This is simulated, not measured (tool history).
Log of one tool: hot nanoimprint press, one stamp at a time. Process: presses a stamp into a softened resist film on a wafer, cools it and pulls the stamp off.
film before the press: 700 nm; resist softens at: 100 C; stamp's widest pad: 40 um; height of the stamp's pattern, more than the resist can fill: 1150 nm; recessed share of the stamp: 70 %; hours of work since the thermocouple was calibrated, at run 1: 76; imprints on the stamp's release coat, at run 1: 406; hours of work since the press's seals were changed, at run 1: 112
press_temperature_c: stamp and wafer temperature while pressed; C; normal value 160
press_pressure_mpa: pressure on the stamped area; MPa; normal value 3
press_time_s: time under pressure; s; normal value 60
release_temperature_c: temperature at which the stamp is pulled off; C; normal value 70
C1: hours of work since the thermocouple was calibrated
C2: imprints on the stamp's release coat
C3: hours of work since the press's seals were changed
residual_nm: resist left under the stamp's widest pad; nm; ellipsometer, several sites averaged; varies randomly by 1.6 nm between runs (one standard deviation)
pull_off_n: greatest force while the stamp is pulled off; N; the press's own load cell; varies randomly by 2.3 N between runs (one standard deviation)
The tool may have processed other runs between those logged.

Run 1, hour 0: usual settings; C1 76; C2 406; C3 112. Result: residual_nm 260.8 nm, pull_off_n 118 N.
Run 2, hour 7.7: usual settings; C1 81; C2 443; C3 117. Result: residual_nm 261.2 nm, pull_off_n 121 N.
Run 3, hour 19.9: usual settings; C1 89; C2 502; C3 125. Result: residual_nm 259.6 nm, pull_off_n 125 N.
Run 4, hour 29.8: usual settings but press_temperature_c 172 C; C1 96; C2 550; C3 132. Result: residual_nm 126.9 nm, pull_off_n 127 N.
Run 5, hour 35.6: usual settings but press_temperature_c 172 C; C1 100; C2 578; C3 135. Result: residual_nm 127.3 nm, pull_off_n 129 N.
Run 6, hour 45.4: usual settings but press_temperature_c 172 C; C1 106; C2 626; C3 142. Result: residual_nm 127.3 nm, pull_off_n 133 N.
Run 7, hour 52: usual settings; C1 111; C2 657; C3 146. Result: residual_nm 260.1 nm, pull_off_n 131 N.
Run 8, hour 63.7: usual settings but press_temperature_c 161 C; C1 118; C2 714; C3 154. Result: residual_nm 244.6 nm, pull_off_n 141 N.
Run 9, hour 69.7: usual settings; C1 122; C2 743; C3 158. Result: residual_nm 258.5 nm, pull_off_n 136 N.
Run 10, hour 76.8: usual settings but release_temperature_c 71 C; C1 127; C2 778; C3 163. Result: residual_nm 258.8 nm, pull_off_n 141 N.
Run 11, hour 86.5: usual settings but release_temperature_c 71 C; C1 133; C2 825; C3 169. Result: residual_nm 260.5 nm, pull_off_n 140 N.
Run 12, hour 98.1: usual settings but press_temperature_c 152 C; C1 141; C2 881; C3 177. Result: residual_nm 426.8 nm, pull_off_n 152 N.
Run 13, hour 110.5: usual settings but release_temperature_c 56 C; C1 149; C2 941; C3 185. Result: residual_nm 261.5 nm, pull_off_n 201 N.
Run 14, hour 120.2: usual settings but release_temperature_c 56 C; C1 156; C2 987; C3 191. Result: residual_nm 261.1 nm, pull_off_n 208 N.
Run 15, hour 129.4: usual settings but press_temperature_c 163 C, release_temperature_c 56 C; C1 162; C2 1032; C3 197. Result: residual_nm 217.5 nm, pull_off_n 209 N.
Run 16, hour 139.8: usual settings but press_temperature_c 163 C, release_temperature_c 56 C; C1 169; C2 1082; C3 204. Result: residual_nm 219 nm, pull_off_n 209 N.
Run 17, hour 145.5: usual settings but press_temperature_c 162 C, press_pressure_mpa 1.82 MPa, press_time_s 119 s, release_temperature_c 59 C; C1 172; C2 1110; C3 208. Result: residual_nm 227.7 nm, pull_off_n 201 N.
Run 18, hour 156.4: usual settings but press_pressure_mpa 3.62 MPa, press_time_s 52 s; C1 180; C2 1163; C3 215. Result: residual_nm 252.8 nm, pull_off_n 152 N.
Run 19, hour 167.6: usual settings but press_pressure_mpa 3.62 MPa, press_time_s 52 s; C1 187; C2 1216; C3 222. Result: residual_nm 253.5 nm, pull_off_n 164 N.
Run 20, hour 178: usual settings but press_temperature_c 150 C, press_pressure_mpa 2.75 MPa, press_time_s 53 s, release_temperature_c 69 C; C1 194; C2 1267; C3 229. Result: residual_nm 504.6 nm, pull_off_n 168 N.
Run 21, hour 187.3: usual settings but press_temperature_c 152 C, press_pressure_mpa 4.79 MPa, press_time_s 46 s, release_temperature_c 78 C; C1 200; C2 1312; C3 235. Result: residual_nm 387.3 nm, pull_off_n 134 N.
Run 22, hour 199.3: usual settings but press_temperature_c 152 C, press_pressure_mpa 3.36 MPa, press_time_s 64 s, release_temperature_c 78 C; C1 208; C2 1370; C3 243. Result: residual_nm 402.3 nm, pull_off_n 133 N.
Run 23, hour 210.7: usual settings but press_temperature_c 149 C, press_pressure_mpa 3.36 MPa, press_time_s 30 s, release_temperature_c 73 C; C1 215; C2 1425; C3 251. Result: residual_nm 558.2 nm, pull_off_n 159 N.
At hour 219.4: stamp cleaned and given a new release coat.
Run 24, hour 224.4: usual settings but press_temperature_c 165 C, press_pressure_mpa 2.22 MPa, press_time_s 30 s, release_temperature_c 73 C; C1 220; C2 24; C3 256. Result: residual_nm 295 nm, pull_off_n 98 N.
Run 25, hour 230.3: usual settings but press_temperature_c 170 C, press_pressure_mpa 3.95 MPa, release_temperature_c 56 C; C1 224; C2 53; C3 260. Result: residual_nm 123.2 nm, pull_off_n 150 N.
Run 26, hour 238: usual settings but press_temperature_c 164 C, press_time_s 41 s; C1 229; C2 90; C3 265. Result: residual_nm 239.7 nm, pull_off_n 105 N.
Run 27, hour 248.5: usual settings but press_temperature_c 164 C, press_pressure_mpa 2.57 MPa, release_temperature_c 67 C; C1 236; C2 141; C3 272. Result: residual_nm 221.1 nm, pull_off_n 118 N.
Run 28, hour 259.1: usual settings but press_temperature_c 164 C, press_pressure_mpa 2.57 MPa, release_temperature_c 67 C; C1 243; C2 192; C3 279. Result: residual_nm 221.5 nm, pull_off_n 121 N.
Run 29, hour 270.8: usual settings but press_temperature_c 150 C, press_pressure_mpa 2.64 MPa, press_time_s 56 s, release_temperature_c 76 C; C1 251; C2 249; C3 287. Result: residual_nm 501.7 nm, pull_off_n 95 N.
Run 30, hour 278.2: usual settings but press_pressure_mpa 3.2 MPa, press_time_s 107 s; C1 256; C2 284; C3 292. Result: residual_nm 202.1 nm, pull_off_n 121 N.
Run 31, hour 289: usual settings but press_temperature_c 163 C, press_pressure_mpa 2.71 MPa, press_time_s 46 s, release_temperature_c 68 C; C1 263; C2 337; C3 299. Result: residual_nm 256.6 nm, pull_off_n 131 N.

The logged runs with the hidden state left out (each run's random variation unchanged):
Hidden state at play: true temperature over the reading, C; pressure that arrives at the usual setting, %; grip of the stamp's worn release coat, % over a new coat's; drift of the gauge itself on residual_nm, %; drift of the gauge itself on pull_off_n, %.
run  residual_nm  pull_off_n
  1        260.4         102
  2        260.7         102
  3        258.8         103
  4        126.4         103
  5        126.7         104
  6        126.6         105
  7        258.6         103
  8          243         108
  9        256.6         103
 10        256.8         106
 11        258.3         104
 12        423.5         110
 13        258.8         143
 14        258.2         146
 15        214.9         144
 16        216.2         142
 17        225.3         135
 18        248.9         101
 19        249.3         107
 20        499.4         107
 21        380.2          84
 22        395.8          83
 23        552.6          96
 24        290.5          96
 25        120.5         147
 26          235         101
 27        216.8         111
 28          217         112
 29        494.2          86
 30        197.1         107
 31        250.8         114
